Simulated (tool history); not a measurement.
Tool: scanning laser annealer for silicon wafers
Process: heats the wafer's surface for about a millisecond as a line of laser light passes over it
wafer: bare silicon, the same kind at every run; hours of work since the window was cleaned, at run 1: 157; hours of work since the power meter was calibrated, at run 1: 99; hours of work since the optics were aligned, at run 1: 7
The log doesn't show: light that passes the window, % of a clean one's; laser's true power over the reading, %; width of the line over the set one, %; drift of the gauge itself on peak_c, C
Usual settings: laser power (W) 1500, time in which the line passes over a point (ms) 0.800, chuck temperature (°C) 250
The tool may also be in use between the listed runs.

run,day,laser power (W),time in which the line passes over a point (ms),chuck temperature (°C),hours of work since the window was cleaned,hours of work since the power meter was calibrated,hours of work since the optics were aligned,highest temperature of the surface (°C)
1,0.000,1500,0.800,250,157,99,7,1006
2,0.571,1500,0.800,250,164,106,14,1006
3,1.788,1500,0.800,250,180,121,29,1004
4,2.596,1500,0.800,250,190,132,40,1003
5,3.267,1500,0.800,250,198,140,48,1001
6,4.496,1500,0.800,250,214,156,64,1004
7,5.229,1500,0.800,250,223,165,73,1004
8,6.104,1500,0.870,250,234,176,84,1031
9,7.071,1500,0.870,250,246,188,96,1030
10,8.196,1500,0.870,250,260,202,110,1032
11,9.375,1500,0.870,250,275,217,125,1027
12,9.879,1500,0.870,250,282,223,131,1030
13,10.771,1500,0.870,250,293,235,143,1027
14,11.812,1500,0.870,250,306,248,156,1028
15,12.792,1500,0.870,250,318,260,168,1021
16,14.000,1296,0.796,242,333,275,183,857
17,15.058,1296,0.796,242,347,289,197,856
18,15.800,1296,0.796,242,356,298,206,859
19,16.367,1460,0.797,267,363,305,213,983
20,17.396,1538,0.800,265,376,318,226,1033
21,18.038,1538,0.800,228,384,326,234,996
22,19.125,1559,0.721,211,398,340,248,957
23,19.692,1559,0.721,211,405,347,255,955
24,20.567,1317,0.624,225,416,358,266,785
25,21.579,1280,0.593,218,429,371,279,748
26,22.138,1280,0.593,218,436,378,286,747
27,23.029,1350,0.935,256,447,389,297,948

5 ways to go on from here, each from the tool as it stands after run 27. What would each give?
A,24.092,1350,0.997,286,460,402,310,?
B,24.092,1441,0.923,223,460,402,310,?
C,24.092,1357,0.800,229,460,402,310,?
D,24.092,1350,0.724,253,460,402,310,?
E,24.092,1350,0.742,251,460,402,310,?

run,highest temperature of the surface (°C)
A,1000
B,977
C,882
D,871
E,873
Without the tool's hidden state the same runs would have given:
run,highest temperature of the surface (°C)
A,1026
B,1004
C,906
D,894
E,896
